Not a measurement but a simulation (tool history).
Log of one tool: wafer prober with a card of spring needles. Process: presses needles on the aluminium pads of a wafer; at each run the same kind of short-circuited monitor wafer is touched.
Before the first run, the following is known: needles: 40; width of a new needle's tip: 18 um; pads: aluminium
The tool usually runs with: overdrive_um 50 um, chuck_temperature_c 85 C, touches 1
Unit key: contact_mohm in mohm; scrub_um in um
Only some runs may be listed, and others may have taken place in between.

run 1 hour=0.0 | overdrive_um=50 chuck_temperature_c=85 touches=1 | contact_mohm=176 scrub_um=7.24
-- hour=3.8 tips cleaned on abrasive film
-- hour=11.2 tips cleaned on abrasive film
run 2 hour=18.0 | overdrive_um=50 chuck_temperature_c=85 touches=1 | contact_mohm=178 scrub_um=7.26
-- hour=20.0 tips cleaned on abrasive film
-- hour=29.2 tips cleaned on abrasive film
-- hour=38.5 tips cleaned on abrasive film
run 3 hour=41.3 | overdrive_um=50 chuck_temperature_c=85 touches=1 | contact_mohm=180 scrub_um=7.24
-- hour=46.9 tips cleaned on abrasive film
-- hour=54.4 tips cleaned on abrasive film
-- hour=63.7 tips cleaned on abrasive film
-- hour=72.9 tips cleaned on abrasive film
run 4 hour=75.7 | overdrive_um=50 chuck_temperature_c=85 touches=1 | contact_mohm=178 scrub_um=7.22
-- hour=81.3 tips cleaned on abrasive film
-- hour=88.8 tips cleaned on abrasive film
-- hour=98.0 tips cleaned on abrasive film
-- hour=105.5 tips cleaned on abrasive film
-- hour=114.8 tips cleaned on abrasive film
run 5 hour=116.2 | overdrive_um=50 chuck_temperature_c=65 touches=1 | contact_mohm=173 scrub_um=7.21
-- hour=123.7 tips cleaned on abrasive film
-- hour=131.1 tips cleaned on abrasive film
-- hour=140.4 tips cleaned on abrasive film
run 6 hour=145.2 | overdrive_um=50 chuck_temperature_c=89 touches=1 | contact_mohm=178 scrub_um=7.24
-- hour=149.0 tips cleaned on abrasive film
-- hour=158.3 tips cleaned on abrasive film
-- hour=167.6 tips cleaned on abrasive film
-- hour=176.9 tips cleaned on abrasive film
run 7 hour=179.2 | overdrive_um=50 chuck_temperature_c=89 touches=1 | contact_mohm=175 scrub_um=7.23
-- hour=184.8 tips cleaned on abrasive film
-- hour=194.1 tips cleaned on abrasive film
-- hour=203.4 tips cleaned on abrasive film
-- hour=205.5 height of the first contact set anew
run 8 hour=205.8 | overdrive_um=50 chuck_temperature_c=89 touches=1 | contact_mohm=177 scrub_um=7.21
-- hour=211.4 tips cleaned on abrasive film
-- hour=218.9 tips cleaned on abrasive film
-- hour=228.2 tips cleaned on abrasive film
-- hour=237.5 tips cleaned on abrasive film
run 9 hour=239.3 | overdrive_um=63 chuck_temperature_c=89 touches=1 | contact_mohm=171 scrub_um=9.05
-- hour=246.7 tips cleaned on abrasive film
-- hour=256.0 tips cleaned on abrasive film
run 10 hour=259.2 | overdrive_um=50 chuck_temperature_c=81 touches=1 | contact_mohm=182 scrub_um=7.21
-- hour=264.8 tips cleaned on abrasive film
-- hour=274.0 tips cleaned on abrasive film
-- hour=281.5 tips cleaned on abrasive film
-- hour=290.8 tips cleaned on abrasive film
run 11 hour=291.8 | overdrive_um=50 chuck_temperature_c=81 touches=1 | contact_mohm=180 scrub_um=7.18
-- hour=299.3 tips cleaned on abrasive film
-- hour=306.7 tips cleaned on abrasive film
-- hour=316.0 tips cleaned on abrasive film
run 12 hour=323.2 | overdrive_um=50 chuck_temperature_c=81 touches=1 | contact_mohm=176 scrub_um=7.21
-- hour=325.1 tips cleaned on abrasive film
-- hour=334.4 tips cleaned on abrasive film
-- hour=341.9 tips cleaned on abrasive film
-- hour=351.2 tips cleaned on abrasive film
run 13 hour=352.1 | overdrive_um=50 chuck_temperature_c=79 touches=1 | contact_mohm=177 scrub_um=7.17
-- hour=359.5 tips cleaned on abrasive film
-- hour=367.0 tips cleaned on abrasive film
run 14 hour=371.8 | overdrive_um=41 chuck_temperature_c=85 touches=1 | contact_mohm=182 scrub_um=5.88
-- hour=375.6 tips cleaned on abrasive film
-- hour=384.9 tips cleaned on abrasive film
-- hour=394.2 tips cleaned on abrasive film
-- hour=401.6 tips cleaned on abrasive film
-- hour=410.9 tips cleaned on abrasive film
run 15 hour=413.1 | overdrive_um=36 chuck_temperature_c=65 touches=2 | contact_mohm=181 scrub_um=5.17
-- hour=418.7 tips cleaned on abrasive film
-- hour=428.0 tips cleaned on abrasive film
run 16 hour=434.4 | overdrive_um=36 chuck_temperature_c=65 touches=2 | contact_mohm=181 scrub_um=5.16
-- hour=436.4 tips cleaned on abrasive film
-- hour=445.7 tips cleaned on abrasive film
-- hour=455.0 tips cleaned on abrasive film
-- hour=460.8 height of the first contact set anew
-- hour=464.6 tips cleaned on abrasive film
-- hour=473.9 tips cleaned on abrasive film
run 17 hour=475.9 | overdrive_um=58 chuck_temperature_c=65 touches=3 | contact_mohm=170 scrub_um=8.30
-- hour=481.5 tips cleaned on abrasive film
-- hour=490.8 tips cleaned on abrasive film
-- hour=500.1 tips cleaned on abrasive film
-- hour=509.4 tips cleaned on abrasive film
run 18 hour=515.7 | overdrive_um=50 chuck_temperature_c=50 touches=3 | contact_mohm=168 scrub_um=7.18
-- hour=517.6 tips cleaned on abrasive film
-- hour=526.9 tips cleaned on abrasive film
-- hour=534.4 tips cleaned on abrasive film
run 19 hour=536.2 | overdrive_um=57 chuck_temperature_c=85 touches=1 | contact_mohm=174 scrub_um=8.15
-- hour=541.8 tips cleaned on abrasive film
-- hour=551.1 tips cleaned on abrasive film
-- hour=558.5 tips cleaned on abrasive film
-- hour=567.8 tips cleaned on abrasive film
run 20 hour=571.6 | overdrive_um=57 chuck_temperature_c=85 touches=1 | contact_mohm=175 scrub_um=8.19
-- hour=575.4 tips cleaned on abrasive film
-- hour=584.7 tips cleaned on abrasive film
-- hour=592.2 tips cleaned on abrasive film
-- hour=601.5 tips cleaned on abrasive film
run 21 hour=604.6 | overdrive_um=50 chuck_temperature_c=92 touches=2 | contact_mohm=176 scrub_um=7.16
-- hour=610.2 tips cleaned on abrasive film
-- hour=619.5 tips cleaned on abrasive film
-- hour=626.9 tips cleaned on abrasive film
-- hour=635.0 tips cleaned on abrasive film
run 22 hour=635.0 | overdrive_um=50 chuck_temperature_c=85 touches=1 | contact_mohm=178 scrub_um=7.13
-- hour=642.5 tips cleaned on abrasive film
-- hour=651.8 tips cleaned on abrasive film
-- hour=659.2 tips cleaned on abrasive film
run 23 hour=661.6 | overdrive_um=50 chuck_temperature_c=52 touches=2 | contact_mohm=173 scrub_um=7.13
-- hour=667.2 tips cleaned on abrasive film
-- hour=674.6 tips cleaned on abrasive film
-- hour=683.9 tips cleaned on abrasive film
-- hour=693.2 tips cleaned on abrasive film
-- hour=702.3 tips cleaned on abrasive film
run 24 hour=702.3 | overdrive_um=48 chuck_temperature_c=111 touches=3 | contact_mohm=186 scrub_um=6.85

The logged runs with the hidden state left out (each run's random variation unchanged):
The tool's hidden condition here consists of: debris on the tips, nm; way that the needles fall short of the set height, um; tips' diameter, um; drift of the gauge itself on contact_mohm, %; drift of the gauge itself on scrub_um, %.
run=1 scrub_um=7.24
run=2 scrub_um=7.27
run=3 scrub_um=7.25
run=4 scrub_um=7.23
run=5 scrub_um=7.23
run=6 scrub_um=7.27
run=7 scrub_um=7.26
run=8 scrub_um=7.24
run=9 scrub_um=9.10
run=10 scrub_um=7.26
run=11 scrub_um=7.23
run=12 scrub_um=7.26
run=13 scrub_um=7.23
run=14 scrub_um=5.93
run=15 scrub_um=5.22
run=16 scrub_um=5.21
run=17 scrub_um=8.39
run=18 scrub_um=7.26
run=19 scrub_um=8.25
run=20 scrub_um=8.29
run=21 scrub_um=7.26
run=22 scrub_um=7.23
run=23 scrub_um=7.24
run=24 scrub_um=6.96
contact_mohm: within 1 mohm of the measured result in every run.
